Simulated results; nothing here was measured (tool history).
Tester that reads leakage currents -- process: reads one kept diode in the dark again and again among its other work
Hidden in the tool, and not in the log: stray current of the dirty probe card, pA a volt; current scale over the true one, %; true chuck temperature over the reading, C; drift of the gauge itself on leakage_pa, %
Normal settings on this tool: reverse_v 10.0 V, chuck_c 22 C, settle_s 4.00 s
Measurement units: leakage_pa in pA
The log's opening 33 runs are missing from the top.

run,hour,reverse_v,chuck_c,settle_s,hours of work since the probe card was cleaned,hours of work since the tester was calibrated,hours of work since the chuck was calibrated,leakage_pa
34,2125.7,3.6,46,0.56,1028,2359,1941,726.88
35,2171.7,3.6,44,0.56,1048,2379,1961,643.76
36,2207.9,3.6,44,0.56,1064,2394,1976,641.98
37,2291.6,10.0,30,0.32,1099,2430,2012,459.60
38,2327.8,8.5,49,4.00,1115,2446,2028,1413.48
39,2395.2,10.0,57,4.00,1144,2474,2056,2501.99
40,2465.3,10.0,57,4.00,1173,2504,2086,2512.54
41,2507.5,10.0,57,4.00,1191,2522,2104,2514.44

Forecast each of these 3 alternatives for the next run:
A,2593.5,3.6,23,2.92,1228,2559,2141,?
B,2593.5,10.0,58,4.00,1228,2559,2141,?
C,2593.5,10.0,51,0.37,1228,2559,2141,?

run,leakage_pa
A,156.74
B,2682.23
C,1763.20
With the hidden condition removed and each run's random variation left untouched, the same runs would have given:
run,leakage_pa
A,132.63
B,2403.11
C,1568.29
